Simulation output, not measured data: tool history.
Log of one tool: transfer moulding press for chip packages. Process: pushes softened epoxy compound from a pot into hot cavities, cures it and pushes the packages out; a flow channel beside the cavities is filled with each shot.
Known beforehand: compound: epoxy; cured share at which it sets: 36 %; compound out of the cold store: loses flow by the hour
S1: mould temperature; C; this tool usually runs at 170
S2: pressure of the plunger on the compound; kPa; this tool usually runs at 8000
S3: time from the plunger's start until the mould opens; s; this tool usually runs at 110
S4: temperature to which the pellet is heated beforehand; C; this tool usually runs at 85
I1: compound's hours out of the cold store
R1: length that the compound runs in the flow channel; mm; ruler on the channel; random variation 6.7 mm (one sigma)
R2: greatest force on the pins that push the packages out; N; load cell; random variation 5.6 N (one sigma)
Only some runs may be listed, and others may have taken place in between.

run,day,S1,S2,S3,S4,I1,R1,R2
1,0.000,170,8000,110,85,11.7,934,220
2,1.946,170,6840,110,85,40.4,783,277
3,3.246,170,8000,110,85,26.2,877,317
# day 4.175: cavities cleaned with cleaning compound and waxed
4,5.917,170,8000,110,85,8.6,937,276
5,7.858,170,8000,110,85,20.4,875,323
# day 8.371: cavities cleaned with cleaning compound and waxed
6,10.058,170,9420,110,85,14.4,969,259
7,11.850,170,9420,110,85,38.7,871,284
# day 12.596: cavities cleaned with cleaning compound and waxed
8,13.412,170,8000,110,85,39.1,808,231
9,16.129,170,8000,110,85,27.5,839,314
# day 16.896: cavities cleaned with cleaning compound and waxed
10,18.771,170,8000,110,85,47.8,756,248
11,20.646,170,8000,110,85,11.3,843,310
# day 21.117: cavities cleaned with cleaning compound and waxed
# day 23.354: plunger's sealing rings changed
12,23.433,170,8000,110,85,31.8,900,281
# day 25.442: cavities cleaned with cleaning compound and waxed
13,25.442,170,8000,110,85,30.1,891,194
14,26.708,170,8000,110,85,40.3,865,234
15,28.038,168,7630,110,85,18.6,921,337
16,29.475,173,9490,117,86,44.4,920,260
# day 29.658: cavities cleaned with cleaning compound and waxed
17,30.792,173,9490,117,86,22.2,980,197
18,32.133,177,8460,110,94,28.2,880,234
19,33.350,177,8460,110,94,24.1,901,251
# day 33.879: cavities cleaned with cleaning compound and waxed
20,36.071,177,8460,110,94,22.1,874,220
# day 38.054: cavities cleaned with cleaning compound and waxed
21,38.179,177,8460,110,94,21.8,879,167
22,39.729,170,8740,110,85,29.0,899,256
23,42.033,173,8250,143,80,38.5,824,241
# day 42.321: cavities cleaned with cleaning compound and waxed
24,44.475,164,9150,110,85,18.7,980,408
# day 46.492: cavities cleaned with cleaning compound and waxed
25,47.133,164,9150,101,84,32.7,894,384
26,48.967,170,9500,110,85,16.6,922,270
# day 50.671: cavities cleaned with cleaning compound and waxed
27,50.842,170,6310,110,77,16.4,753,226
# day 52.429: mould's thermocouples calibrated
28,52.962,170,8960,110,77,23.7,875,302

Below are 4 alternative next runs, each starting from the tool's condition after run 28. Predict each:
# day 54.929: cavities cleaned with cleaning compound and waxed
A,55.046,170,8030,94,94,24.3,?,?
# day 54.929: cavities cleaned with cleaning compound and waxed
B,55.046,165,7240,110,77,11.7,?,?
# day 54.929: cavities cleaned with cleaning compound and waxed
C,55.046,167,6540,137,77,41.7,?,?
# day 54.929: cavities cleaned with cleaning compound and waxed
D,55.046,169,6700,113,85,24.0,?,?

run,R1,R2
A,818,305
B,849,339
C,717,182
D,760,225
Without the tool's hidden state the same runs would have given:
run,R1,R2
A,924,279
B,959,309
C,811,169
D,859,206
